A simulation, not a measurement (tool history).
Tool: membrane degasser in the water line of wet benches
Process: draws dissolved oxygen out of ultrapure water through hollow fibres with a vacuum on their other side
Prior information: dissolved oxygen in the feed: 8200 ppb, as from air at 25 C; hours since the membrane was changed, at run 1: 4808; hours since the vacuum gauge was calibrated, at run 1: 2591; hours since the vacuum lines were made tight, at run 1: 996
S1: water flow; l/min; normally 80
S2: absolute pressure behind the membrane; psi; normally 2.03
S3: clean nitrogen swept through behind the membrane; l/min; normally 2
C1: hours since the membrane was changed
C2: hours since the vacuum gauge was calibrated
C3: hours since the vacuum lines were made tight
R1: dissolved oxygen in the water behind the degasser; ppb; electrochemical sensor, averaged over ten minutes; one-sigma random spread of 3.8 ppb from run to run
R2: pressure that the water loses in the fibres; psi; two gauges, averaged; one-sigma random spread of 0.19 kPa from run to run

run,day,S1,S2,S3,C1,C2,C3,R1,R2
1,0,80,2.03,2,4808,2591,996,815.4,5.513
2,3.033,80,2.03,2,4881,2664,1069,805.2,5.568
3,6.229,80,2.03,2,4958,2741,1145,815.9,5.552
4,10.467,80,2.1,2,5059,2843,1247,844.6,5.549
5,14.396,80,2.1,2,5154,2937,1341,853.7,5.532
6,17.108,80,2.03,2,5219,3002,1407,812.1,5.569
7,21.454,80,2.03,2,5323,3106,1511,815.2,5.543
8,25.296,80,2.03,2,5415,3198,1603,812.2,5.596
9,29.371,95,2.03,2,5513,3296,1701,930.9,6.635
10,34.579,55,1.8,2.97,5638,3421,1826,376.9,3.832
11,36.979,49,2.03,5.02,5696,3479,1883,247,3.413
12,41.133,120,1.39,1.3,5795,3578,1983,915.6,8.335
13,45.871,120,1.39,1.3,5909,3692,2097,933.6,8.403
14,48.475,120,1.39,1.3,5971,3755,2159,929.4,8.414
15,53.571,80,3.06,2,6094,3877,2282,1278.3,5.651
16,57.367,80,2.03,2.7,6185,3968,2373,647.2,5.591
17,60.958,53,2.9,2,6271,4054,2459,882.6,3.685

5 ways to go on from here, each from the tool as it stands after run 17. What would each give?
A,63.738,80,2.55,2.61,6338,4121,2526,?,?
B,63.738,86,3.03,2,6338,4121,2526,?,?
C,63.738,53,2.9,1.12,6338,4121,2526,?,?
D,63.738,53,2.9,4.42,6338,4121,2526,?,?
E,63.738,58,4.03,4.42,6338,4121,2526,?,?

run,R1,R2
A,865.8,5.561
B,1331.8,6.031
C,1358.5,3.73
D,452.5,3.713
E,701,4.116
Without the tool's hidden state the same runs would have given:
run,R1,R2
A,852.9,5.359
B,1316.8,5.815
C,1344.2,3.595
D,446.2,3.578
E,694.1,3.97
